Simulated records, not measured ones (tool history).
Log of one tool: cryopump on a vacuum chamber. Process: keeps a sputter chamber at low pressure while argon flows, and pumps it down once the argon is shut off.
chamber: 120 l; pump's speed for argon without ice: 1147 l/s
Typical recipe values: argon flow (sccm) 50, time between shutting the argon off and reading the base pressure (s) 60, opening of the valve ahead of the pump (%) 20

run,hour,argon flow (sccm),time between shutting the argon off and reading the base pressure (s),opening of the valve ahead of the pump (%),pressure while argon flows (Pa),pressure after the wait (uPa)
1,0,50,60,20,0.3718,3.55
2,31.9,50,33,20,0.3743,4.05
3,64,50,33,20,0.373,4.13
4,80.9,50,33,20,0.3707,4.19
5,96.1,65,60,20,0.4864,3.77
6,112,65,60,20,0.4862,3.61
7,131.4,65,60,20,0.4841,3.67
8,158.3,50,192,20,0.3725,3.32
9,175.4,50,60,50,0.1511,3.82
10,201.1,50,60,50,0.1523,3.75
11,220.6,50,60,20,0.3728,3.76
12,242.4,27,51,20,0.2022,3.86
13,271.7,50,161,20,0.3726,3.4
14,300.8,46,161,20,0.3442,3.45
15,314.4,46,161,20,0.343,3.54
16,330.2,50,81,15,0.4965,3.66
17,359.7,50,81,15,0.495,3.77
18,376.2,52,254,20,0.3864,3.43
19,405.9,52,254,20,0.3898,3.31
20,434.8,42,33,51,0.1262,4.32
21,452.6,52,34,19,0.4097,4.32

Consider 3 possible next runs. They are alternatives, not a sequence: every one starts from the tool as it was left by run 21. What does each give?
A,468.6,58,85,34,?,?
B,468.6,50,60,41,?,?
C,468.6,21,60,20,?,?

run,pressure while argon flows (Pa),pressure after the wait (uPa)
A,0.2579,3.86
B,0.185,3.91
C,0.157,3.95
Without the tool's unlogged condition, the same runs would have read:
run,pressure while argon flows (Pa),pressure after the wait (uPa)
A,0.2508,0.7
B,0.179,0.79
C,0.1545,0.86
